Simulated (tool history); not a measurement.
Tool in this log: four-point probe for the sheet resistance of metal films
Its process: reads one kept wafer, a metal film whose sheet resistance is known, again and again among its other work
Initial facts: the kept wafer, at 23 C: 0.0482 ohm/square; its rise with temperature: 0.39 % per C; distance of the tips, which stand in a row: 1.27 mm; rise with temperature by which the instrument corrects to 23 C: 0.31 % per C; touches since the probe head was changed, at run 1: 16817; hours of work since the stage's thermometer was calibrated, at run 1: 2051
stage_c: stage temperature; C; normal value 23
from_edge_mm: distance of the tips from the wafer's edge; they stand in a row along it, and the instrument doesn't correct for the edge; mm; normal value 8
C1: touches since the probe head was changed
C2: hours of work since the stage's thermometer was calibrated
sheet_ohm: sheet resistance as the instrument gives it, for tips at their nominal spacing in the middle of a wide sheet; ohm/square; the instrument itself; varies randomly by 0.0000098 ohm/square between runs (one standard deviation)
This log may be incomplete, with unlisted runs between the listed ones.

{"run": 1, "hour": 0.0, "stage_c": 23, "from_edge_mm": 8, "C1": 16817, "C2": 2051, "sheet_ohm": 0.048568}
{"run": 2, "hour": 18.4, "stage_c": 23, "from_edge_mm": 8, "C1": 17184, "C2": 2062, "sheet_ohm": 0.04857}
{"run": 3, "hour": 40.9, "stage_c": 23, "from_edge_mm": 8, "C1": 17636, "C2": 2076, "sheet_ohm": 0.048574}
{"run": 4, "hour": 61.3, "stage_c": 18, "from_edge_mm": 8, "C1": 18044, "C2": 2089, "sheet_ohm": 0.048382}
{"run": 5, "hour": 75.2, "stage_c": 23, "from_edge_mm": 8, "C1": 18320, "C2": 2097, "sheet_ohm": 0.048563}
{"run": 6, "hour": 96.6, "stage_c": 23, "from_edge_mm": 10, "C1": 18749, "C2": 2110, "sheet_ohm": 0.048355}
{"run": 7, "hour": 116.7, "stage_c": 23, "from_edge_mm": 8, "C1": 19151, "C2": 2122, "sheet_ohm": 0.048567}
{"run": 8, "hour": 133.1, "stage_c": 23, "from_edge_mm": 8, "C1": 19479, "C2": 2132, "sheet_ohm": 0.048584}
{"run": 9, "hour": 152.3, "stage_c": 23, "from_edge_mm": 8, "C1": 19863, "C2": 2144, "sheet_ohm": 0.048558}
{"run": 10, "hour": 170.4, "stage_c": 23, "from_edge_mm": 8, "C1": 20225, "C2": 2155, "sheet_ohm": 0.048565}
{"hour": 173.1, "done": "stage's thermometer calibrated"}
{"run": 11, "hour": 183.5, "stage_c": 30, "from_edge_mm": 8, "C1": 20478, "C2": 6, "sheet_ohm": 0.048795}
{"run": 12, "hour": 196.6, "stage_c": 26, "from_edge_mm": 8, "C1": 20740, "C2": 14, "sheet_ohm": 0.048654}
{"run": 13, "hour": 214.5, "stage_c": 26, "from_edge_mm": 8, "C1": 21097, "C2": 25, "sheet_ohm": 0.048663}
{"run": 14, "hour": 226.2, "stage_c": 26, "from_edge_mm": 8, "C1": 21331, "C2": 32, "sheet_ohm": 0.048646}
{"run": 15, "hour": 240.1, "stage_c": 26, "from_edge_mm": 8, "C1": 21609, "C2": 41, "sheet_ohm": 0.048651}
{"run": 16, "hour": 251.8, "stage_c": 26, "from_edge_mm": 8, "C1": 21842, "C2": 48, "sheet_ohm": 0.048644}
{"run": 17, "hour": 276.0, "stage_c": 27, "from_edge_mm": 4, "C1": 22327, "C2": 63, "sheet_ohm": 0.050526}
{"run": 18, "hour": 288.9, "stage_c": 27, "from_edge_mm": 4, "C1": 22584, "C2": 71, "sheet_ohm": 0.050524}
{"run": 19, "hour": 304.3, "stage_c": 23, "from_edge_mm": 8, "C1": 22892, "C2": 80, "sheet_ohm": 0.048538}
{"hour": 320.4, "done": "stage's thermometer calibrated, once more"}
{"run": 20, "hour": 322.1, "stage_c": 18, "from_edge_mm": 15, "C1": 23239, "C2": 1, "sheet_ohm": 0.047957}
{"run": 21, "hour": 334.9, "stage_c": 23, "from_edge_mm": 11, "C1": 23494, "C2": 9, "sheet_ohm": 0.048315}
{"run": 22, "hour": 358.9, "stage_c": 23, "from_edge_mm": 11, "C1": 23975, "C2": 24, "sheet_ohm": 0.04832}
{"run": 23, "hour": 369.8, "stage_c": 22, "from_edge_mm": 12, "C1": 24193, "C2": 30, "sheet_ohm": 0.048213}
{"run": 24, "hour": 381.4, "stage_c": 22, "from_edge_mm": 12, "C1": 24425, "C2": 37, "sheet_ohm": 0.048229}
{"run": 25, "hour": 405.6, "stage_c": 31, "from_edge_mm": 15, "C1": 24909, "C2": 52, "sheet_ohm": 0.048427}
{"run": 26, "hour": 420.3, "stage_c": 31, "from_edge_mm": 15, "C1": 25203, "C2": 61, "sheet_ohm": 0.048425}
{"run": 27, "hour": 442.1, "stage_c": 28, "from_edge_mm": 5, "C1": 25638, "C2": 74, "sheet_ohm": 0.049776}
{"run": 28, "hour": 464.2, "stage_c": 23, "from_edge_mm": 4, "C1": 26082, "C2": 88, "sheet_ohm": 0.050445}
{"run": 29, "hour": 478.4, "stage_c": 23, "from_edge_mm": 46, "C1": 26366, "C2": 97, "sheet_ohm": 0.047988}
{"run": 30, "hour": 501.5, "stage_c": 23, "from_edge_mm": 46, "C1": 26827, "C2": 111, "sheet_ohm": 0.047989}
{"run": 31, "hour": 525.2, "stage_c": 23, "from_edge_mm": 46, "C1": 27301, "C2": 125, "sheet_ohm": 0.04801}
{"run": 32, "hour": 537.3, "stage_c": 22, "from_edge_mm": 47, "C1": 27542, "C2": 133, "sheet_ohm": 0.047943}

The same runs without the tool's hidden state, with the same run-to-run variation:
Hidden state at play: inner tips' distance over the nominal, %; tips' flats over new ones', %; wafer's true temperature over the reading, C; drift of the gauge itself on sheet_ohm, %.
run=1 sheet_ohm=0.048846
run=2 sheet_ohm=0.048848
run=3 sheet_ohm=0.048851
run=4 sheet_ohm=0.048658
run=5 sheet_ohm=0.04884
run=6 sheet_ohm=0.04863
run=7 sheet_ohm=0.048842
run=8 sheet_ohm=0.048859
run=9 sheet_ohm=0.048833
run=10 sheet_ohm=0.048839
run=11 sheet_ohm=0.049095
run=12 sheet_ohm=0.048954
run=13 sheet_ohm=0.048963
run=14 sheet_ohm=0.048945
run=15 sheet_ohm=0.04895
run=16 sheet_ohm=0.048943
run=17 sheet_ohm=0.050834
run=18 sheet_ohm=0.050832
run=19 sheet_ohm=0.048836
run=20 sheet_ohm=0.048186
run=21 sheet_ohm=0.048544
run=22 sheet_ohm=0.048549
run=23 sheet_ohm=0.048441
run=24 sheet_ohm=0.048457
run=25 sheet_ohm=0.048655
run=26 sheet_ohm=0.048652
run=27 sheet_ohm=0.050009
run=28 sheet_ohm=0.05068
run=29 sheet_ohm=0.048212
run=30 sheet_ohm=0.048213
run=31 sheet_ohm=0.048233
run=32 sheet_ohm=0.048165

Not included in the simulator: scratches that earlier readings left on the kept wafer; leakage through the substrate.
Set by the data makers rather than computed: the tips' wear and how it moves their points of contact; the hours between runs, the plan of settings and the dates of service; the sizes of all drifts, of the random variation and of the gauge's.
